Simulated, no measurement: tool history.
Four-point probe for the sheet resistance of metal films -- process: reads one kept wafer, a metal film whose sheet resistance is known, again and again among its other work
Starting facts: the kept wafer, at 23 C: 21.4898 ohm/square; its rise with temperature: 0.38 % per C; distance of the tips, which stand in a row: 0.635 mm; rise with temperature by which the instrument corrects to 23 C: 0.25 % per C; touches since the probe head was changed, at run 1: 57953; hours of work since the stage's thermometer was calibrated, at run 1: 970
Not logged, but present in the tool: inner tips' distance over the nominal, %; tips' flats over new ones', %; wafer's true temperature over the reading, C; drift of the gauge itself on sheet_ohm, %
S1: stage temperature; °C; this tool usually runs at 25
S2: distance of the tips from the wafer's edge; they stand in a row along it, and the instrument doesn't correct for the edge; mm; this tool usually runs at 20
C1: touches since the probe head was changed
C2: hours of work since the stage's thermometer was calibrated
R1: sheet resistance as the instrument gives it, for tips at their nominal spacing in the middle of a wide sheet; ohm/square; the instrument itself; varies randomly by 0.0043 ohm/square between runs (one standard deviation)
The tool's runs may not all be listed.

{"run": 1, "hour": 0.0, "S1": 25, "S2": 20, "C1": 57953, "C2": 970, "R1": 21.395714}
{"run": 2, "hour": 43.3, "S1": 25, "S2": 20, "C1": 59369, "C2": 996, "R1": 21.396904}
{"run": 3, "hour": 77.7, "S1": 34, "S2": 20, "C1": 60490, "C2": 1017, "R1": 21.632742}
{"run": 4, "hour": 113.2, "S1": 25, "S2": 25, "C1": 61651, "C2": 1038, "R1": 21.388855}
{"run": 5, "hour": 145.3, "S1": 25, "S2": 17, "C1": 62701, "C2": 1057, "R1": 21.397471}
{"run": 6, "hour": 176.1, "S1": 25, "S2": 17, "C1": 63708, "C2": 1076, "R1": 21.390807}
{"run": 7, "hour": 211.6, "S1": 25, "S2": 17, "C1": 64868, "C2": 1097, "R1": 21.395776}
{"run": 8, "hour": 256.6, "S1": 25, "S2": 20, "C1": 66337, "C2": 1124, "R1": 21.380479}
{"run": 9, "hour": 283.1, "S1": 25, "S2": 20, "C1": 67204, "C2": 1140, "R1": 21.385018}
{"run": 10, "hour": 326.8, "S1": 25, "S2": 20, "C1": 68631, "C2": 1166, "R1": 21.370224}
{"run": 11, "hour": 351.5, "S1": 25, "S2": 20, "C1": 69438, "C2": 1181, "R1": 21.370369}
{"run": 12, "hour": 391.5, "S1": 25, "S2": 20, "C1": 70746, "C2": 1205, "R1": 21.374405}
{"run": 13, "hour": 430.0, "S1": 21, "S2": 20, "C1": 72004, "C2": 1228, "R1": 21.263943}
{"run": 14, "hour": 473.0, "S1": 21, "S2": 7, "C1": 73412, "C2": 1254, "R1": 21.343448}
{"run": 15, "hour": 515.2, "S1": 21, "S2": 7, "C1": 74791, "C2": 1279, "R1": 21.331441}
{"run": 16, "hour": 551.1, "S1": 21, "S2": 7, "C1": 75964, "C2": 1301, "R1": 21.330096}
{"run": 17, "hour": 589.9, "S1": 34, "S2": 20, "C1": 77230, "C2": 1324, "R1": 21.577935}
{"run": 18, "hour": 623.1, "S1": 34, "S2": 20, "C1": 78316, "C2": 1344, "R1": 21.589038}
{"run": 19, "hour": 661.8, "S1": 19, "S2": 20, "C1": 79579, "C2": 1367, "R1": 21.186751}
{"hour": 684.8, "done": "stage's thermometer calibrated"}
{"run": 20, "hour": 685.9, "S1": 19, "S2": 20, "C1": 80350, "C2": 1, "R1": 21.22106}
{"run": 21, "hour": 725.6, "S1": 19, "S2": 20, "C1": 81650, "C2": 24, "R1": 21.215523}
{"run": 22, "hour": 765.8, "S1": 19, "S2": 20, "C1": 82962, "C2": 49, "R1": 21.21668}
{"run": 23, "hour": 785.0, "S1": 19, "S2": 20, "C1": 83591, "C2": 60, "R1": 21.223604}
{"run": 24, "hour": 810.9, "S1": 29, "S2": 3, "C1": 84437, "C2": 76, "R1": 21.974308}
{"run": 25, "hour": 830.5, "S1": 29, "S2": 53, "C1": 85077, "C2": 87, "R1": 21.474842}
{"run": 26, "hour": 872.5, "S1": 29, "S2": 53, "C1": 86450, "C2": 113, "R1": 21.464821}
{"run": 27, "hour": 896.0, "S1": 29, "S2": 53, "C1": 87216, "C2": 127, "R1": 21.464638}
{"run": 28, "hour": 939.6, "S1": 32, "S2": 7, "C1": 88641, "C2": 153, "R1": 21.622522}
{"run": 29, "hour": 971.7, "S1": 32, "S2": 15, "C1": 89693, "C2": 172, "R1": 21.554594}
{"run": 30, "hour": 1005.7, "S1": 32, "S2": 15, "C1": 90804, "C2": 192, "R1": 21.545445}
{"run": 31, "hour": 1029.9, "S1": 32, "S2": 15, "C1": 91592, "C2": 207, "R1": 21.554962}
{"run": 32, "hour": 1072.1, "S1": 24, "S2": 15, "C1": 92973, "C2": 232, "R1": 21.335036}
{"run": 33, "hour": 1091.9, "S1": 24, "S2": 15, "C1": 93618, "C2": 244, "R1": 21.334697}
{"run": 34, "hour": 1134.5, "S1": 24, "S2": 15, "C1": 95010, "C2": 270, "R1": 21.334812}
{"run": 35, "hour": 1179.6, "S1": 23, "S2": 12, "C1": 96486, "C2": 297, "R1": 21.312174}
{"run": 36, "hour": 1221.6, "S1": 25, "S2": 17, "C1": 97857, "C2": 322, "R1": 21.347727}
{"run": 37, "hour": 1256.2, "S1": 24, "S2": 8, "C1": 98990, "C2": 343, "R1": 21.370991}
{"run": 38, "hour": 1294.2, "S1": 24, "S2": 18, "C1": 100232, "C2": 365, "R1": 21.318326}
{"run": 39, "hour": 1338.4, "S1": 27, "S2": 17, "C1": 101676, "C2": 392, "R1": 21.390946}
{"run": 40, "hour": 1378.2, "S1": 27, "S2": 17, "C1": 102975, "C2": 416, "R1": 21.387592}
{"run": 41, "hour": 1398.5, "S1": 32, "S2": 40, "C1": 103639, "C2": 428, "R1": 21.503092}
{"run": 42, "hour": 1440.1, "S1": 35, "S2": 4, "C1": 104999, "C2": 453, "R1": 21.857841}
{"run": 43, "hour": 1469.1, "S1": 19, "S2": 12, "C1": 105945, "C2": 470, "R1": 21.194124}
{"run": 44, "hour": 1499.8, "S1": 19, "S2": 12, "C1": 106951, "C2": 489, "R1": 21.18659}

Alternative continuations, all from the tool just after run 44; predict every row:
{"run": "A", "hour": 1544.6, "S1": 18, "S2": 6, "C1": 108415, "C2": 515, "R1": "?"}
{"run": "B", "hour": 1544.6, "S1": 29, "S2": 20, "C1": 108415, "C2": 515, "R1": "?"}
{"run": "C", "hour": 1544.6, "S1": 25, "S2": 13, "C1": 108415, "C2": 515, "R1": "?"}
{"run": "D", "hour": 1544.6, "S1": 29, "S2": 12, "C1": 108415, "C2": 515, "R1": "?"}

run=A R1=21.243376
run=B R1=21.419501
run=C R1=21.336213
run=D R1=21.454464
The same runs, with their run-to-run variation unchanged, on a tool lacking any hidden condition would have given:
run=A R1=21.478336
run=B R1=21.655656
run=C R1=21.571735
run=D R1=21.690989

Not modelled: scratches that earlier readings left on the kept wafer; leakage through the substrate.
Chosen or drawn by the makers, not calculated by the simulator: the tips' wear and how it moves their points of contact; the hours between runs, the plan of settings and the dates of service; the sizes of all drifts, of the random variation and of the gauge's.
